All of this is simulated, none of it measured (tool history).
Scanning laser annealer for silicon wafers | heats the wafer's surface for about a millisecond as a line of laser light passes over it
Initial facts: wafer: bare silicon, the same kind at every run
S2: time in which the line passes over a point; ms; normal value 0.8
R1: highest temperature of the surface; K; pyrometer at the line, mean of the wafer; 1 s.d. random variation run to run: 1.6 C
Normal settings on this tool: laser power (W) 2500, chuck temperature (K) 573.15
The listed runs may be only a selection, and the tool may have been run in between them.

Run 1, day 0: usual settings. Result: R1 1312.15 K.
Run 2, day 0.288: usual settings. Result: R1 1313.15 K.
Run 3, day 0.575: usual settings but chuck temperature (K) 583.15. Result: R1 1323.15 K.
Run 4, day 0.917: usual settings but chuck temperature (K) 566.15. Result: R1 1305.15 K.
Run 5, day 1.129: usual settings but chuck temperature (K) 566.15. Result: R1 1306.15 K.
Run 6, day 1.462: usual settings but chuck temperature (K) 566.15. Result: R1 1306.15 K.
Run 7, day 1.729: usual settings but chuck temperature (K) 566.15. Result: R1 1307.15 K.
Run 8, day 2.117: usual settings but chuck temperature (K) 566.15. Result: R1 1302.15 K.
Run 9, day 2.346: usual settings but chuck temperature (K) 566.15. Result: R1 1302.15 K.
Run 10, day 2.546: usual settings. Result: R1 1310.15 K.
Run 11, day 2.771: usual settings. Result: R1 1312.15 K.
Run 12, day 3.171: usual settings. Result: R1 1310.15 K.
Run 13, day 3.396: usual settings. Result: R1 1312.15 K.
Run 14, day 3.725: usual settings but laser power (W) 2191. Result: R1 1207.15 K.
Run 15, day 4.117: usual settings but S2 0.683 ms. Result: R1 1248.15 K.
Run 16, day 4.521: usual settings but S2 0.683 ms. Result: R1 1248.15 K.
Run 17, day 4.988: usual settings but S2 0.683 ms. Result: R1 1247.15 K.
Run 18, day 5.308: usual settings but S2 0.683 ms. Result: R1 1243.15 K.
Run 19, day 5.667: usual settings. Result: R1 1312.15 K.
Run 20, day 6.017: usual settings. Result: R1 1310.15 K.
Run 21, day 6.429: usual settings but laser power (W) 2427. Result: R1 1284.15 K.
Run 22, day 6.825: usual settings but laser power (W) 2427, S2 0.631 ms, chuck temperature (K) 543.15. Result: R1 1166.15 K.
Run 23, day 7.175: usual settings but laser power (W) 2427, S2 0.631 ms, chuck temperature (K) 600.15. Result: R1 1222.15 K.
Run 24, day 7.462: usual settings but laser power (W) 2613, S2 0.896 ms, chuck temperature (K) 587.15. Result: R1 1409.15 K.
Run 25, day 7.675: usual settings but laser power (W) 2533, S2 0.96 ms. Result: R1 1401.15 K.
Run 26, day 8.025: usual settings but laser power (W) 2533, S2 0.96 ms. Result: R1 1403.15 K.
Run 27, day 8.404: usual settings but laser power (W) 2670, S2 0.678 ms. Result: R1 1292.15 K.
Run 28, day 8.867: usual settings but laser power (W) 2670, S2 0.678 ms. Result: R1 1293.15 K.
Run 29, day 9.154: usual settings but laser power (W) 2158, chuck temperature (K) 554.15. Result: R1 1176.15 K.
Run 30, day 9.354: usual settings but laser power (W) 2224, S2 0.817 ms. Result: R1 1224.15 K.
Run 31, day 9.808: usual settings but laser power (W) 2224, S2 0.817 ms. Result: R1 1224.15 K.
Run 32, day 10.021: usual settings but laser power (W) 2493, S2 0.662 ms, chuck temperature (K) 558.15. Result: R1 1216.15 K.
Run 33, day 10.35: usual settings but laser power (W) 2304, S2 0.666 ms, chuck temperature (K) 566.15. Result: R1 1168.15 K.
Run 34, day 10.596: usual settings but laser power (W) 2304, S2 0.666 ms, chuck temperature (K) 566.15. Result: R1 1168.15 K.
Run 35, day 10.904: usual settings but laser power (W) 2210, S2 0.854 ms, chuck temperature (K) 566.15. Result: R1 1229.15 K.
Run 36, day 11.558: usual settings but laser power (W) 2486, S2 0.7 ms, chuck temperature (K) 613.15. Result: R1 1289.15 K.
Run 37, day 11.996: usual settings but laser power (W) 2300, S2 0.853 ms, chuck temperature (K) 572.15. Result: R1 1267.15 K.
Run 38, day 12.333: usual settings but S2 0.851 ms, chuck temperature (K) 546.15. Result: R1 1304.15 K.
Run 39, day 12.762: usual settings but laser power (W) 2586, S2 0.749 ms. Result: R1 1305.15 K.
Run 40, day 13.083: usual settings but laser power (W) 2454, S2 0.672 ms, chuck temperature (K) 584.15. Result: R1 1234.15 K.

Withheld: 2 entries from between the runs. Position of each, and hidden state at the listed run before versus the listed run after:
From run 27 to run 28: optics aligned, line set to its width (day 8.642)
  light that passes the window, % of a clean one's: 99.34 -> 99.33; width of the line over the set one, %: 0.2 -> 0.23
  measured minus no-state result, R1: -3 -> -4 K
From run 35 to run 36: optics aligned, line set to its width, once more (day 11.483)
  light that passes the window, % of a clean one's: 99.2 -> 99.18; width of the line over the set one, %: 0.27 -> 0.11
  measured minus no-state result, R1: -4 -> -4 K
